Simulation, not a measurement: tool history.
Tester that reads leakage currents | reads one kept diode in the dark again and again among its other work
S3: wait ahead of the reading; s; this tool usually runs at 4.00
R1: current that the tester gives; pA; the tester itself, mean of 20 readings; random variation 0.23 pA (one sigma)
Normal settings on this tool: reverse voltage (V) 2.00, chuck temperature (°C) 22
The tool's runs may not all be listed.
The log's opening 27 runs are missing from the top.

{"run": 28, "hour": 775.6, "reverse voltage (V)": 1.35, "chuck temperature (°C)": 39, "S3": 0.98, "R1": 221.05}
{"run": 29, "hour": 802.2, "reverse voltage (V)": 1.35, "chuck temperature (°C)": 39, "S3": 0.98, "R1": 221.1}
{"run": 30, "hour": 821.2, "reverse voltage (V)": 18.54, "chuck temperature (°C)": 21, "S3": 0.78, "R1": 248.17}
{"run": 31, "hour": 840.4, "reverse voltage (V)": 2.46, "chuck temperature (°C)": 57, "S3": 0.49, "R1": 1158.18}
{"run": 32, "hour": 869.3, "reverse voltage (V)": 3.63, "chuck temperature (°C)": 47, "S3": 2.07, "R1": 715.13}
{"run": 33, "hour": 900.7, "reverse voltage (V)": 3.63, "chuck temperature (°C)": 24, "S3": 1.32, "R1": 117.97}
{"run": 34, "hour": 921.2, "reverse voltage (V)": 3.63, "chuck temperature (°C)": 24, "S3": 1.32, "R1": 118.23}
{"run": 35, "hour": 947.9, "reverse voltage (V)": 3.63, "chuck temperature (°C)": 24, "S3": 1.32, "R1": 117.49}
{"run": 36, "hour": 974.7, "reverse voltage (V)": 2.0, "chuck temperature (°C)": 40, "S3": 4.0, "R1": 297.65}
{"run": 37, "hour": 1009.6, "reverse voltage (V)": 2.0, "chuck temperature (°C)": 40, "S3": 4.0, "R1": 300.28}
{"run": 38, "hour": 1045.1, "reverse voltage (V)": 1.02, "chuck temperature (°C)": 28, "S3": 0.6, "R1": 77.39}
{"run": 39, "hour": 1070.0, "reverse voltage (V)": 18.21, "chuck temperature (°C)": 51, "S3": 1.24, "R1": 2459.55}

Predict each of these 4 candidate next runs independently; none follows another, all start after run 39:
{"run": "A", "hour": 1089.7, "reverse voltage (V)": 4.38, "chuck temperature (°C)": 53, "S3": 1.02, "R1": "?"}
{"run": "B", "hour": 1089.7, "reverse voltage (V)": 18.21, "chuck temperature (°C)": 51, "S3": 4.35, "R1": "?"}
{"run": "C", "hour": 1089.7, "reverse voltage (V)": 1.43, "chuck temperature (°C)": 35, "S3": 0.58, "R1": "?"}
{"run": "D", "hour": 1089.7, "reverse voltage (V)": 10.56, "chuck temperature (°C)": 51, "S3": 1.24, "R1": "?"}

run=A R1=1230.96
run=B R1=2454.90
run=C R1=165.65
run=D R1=1793.96
Stripped of hidden state, with their random variation kept, the same runs would have yielded:
run=A R1=1326.47
run=B R1=2640.99
run=C R1=179.68
run=D R1=1931.94
